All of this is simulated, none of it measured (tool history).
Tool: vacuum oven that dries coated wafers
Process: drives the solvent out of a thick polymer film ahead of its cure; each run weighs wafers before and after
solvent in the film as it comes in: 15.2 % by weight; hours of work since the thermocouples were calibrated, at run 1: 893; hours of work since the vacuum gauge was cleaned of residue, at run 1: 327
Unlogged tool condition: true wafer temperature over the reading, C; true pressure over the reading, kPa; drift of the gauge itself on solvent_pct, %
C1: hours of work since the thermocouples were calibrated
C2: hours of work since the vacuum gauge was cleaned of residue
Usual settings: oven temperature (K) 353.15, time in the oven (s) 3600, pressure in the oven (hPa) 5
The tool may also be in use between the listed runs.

Run 1, hour 0: usual settings; C1 893; C2 327. Result: solvent left in the film (%) 2.44.
Run 2, hour 31.2: usual settings but time in the oven (s) 2100; C1 914; C2 348. Result: solvent left in the film (%) 4.79.
Run 3, hour 72.3: usual settings but time in the oven (s) 2100, pressure in the oven (hPa) 4.52; C1 942; C2 376. Result: solvent left in the film (%) 4.66.
Run 4, hour 119.6: usual settings but time in the oven (s) 2100, pressure in the oven (hPa) 4.52; C1 973; C2 408. Result: solvent left in the film (%) 4.89.
Run 5, hour 152.5: usual settings; C1 996; C2 430. Result: solvent left in the film (%) 2.48.
Run 6, hour 203.6: usual settings but time in the oven (s) 4800; C1 1030; C2 464. Result: solvent left in the film (%) 1.53.
Run 7, hour 234.9: usual settings; C1 1051; C2 485. Result: solvent left in the film (%) 2.48.
Run 8, hour 291.2: usual settings; C1 1089; C2 523. Result: solvent left in the film (%) 2.32.
Run 9, hour 337.6: usual settings; C1 1120; C2 554. Result: solvent left in the film (%) 2.39.

Run 10 comes next. What will it give?
Run 10, hour 377.5: usual settings; C1 1147; C2 581. Result: solvent left in the film (%) ?.

solvent left in the film (%): 2.36
If the tool had no hidden condition, the same run with the same run-to-run variation would have returned solvent left in the film (%) 2.84.
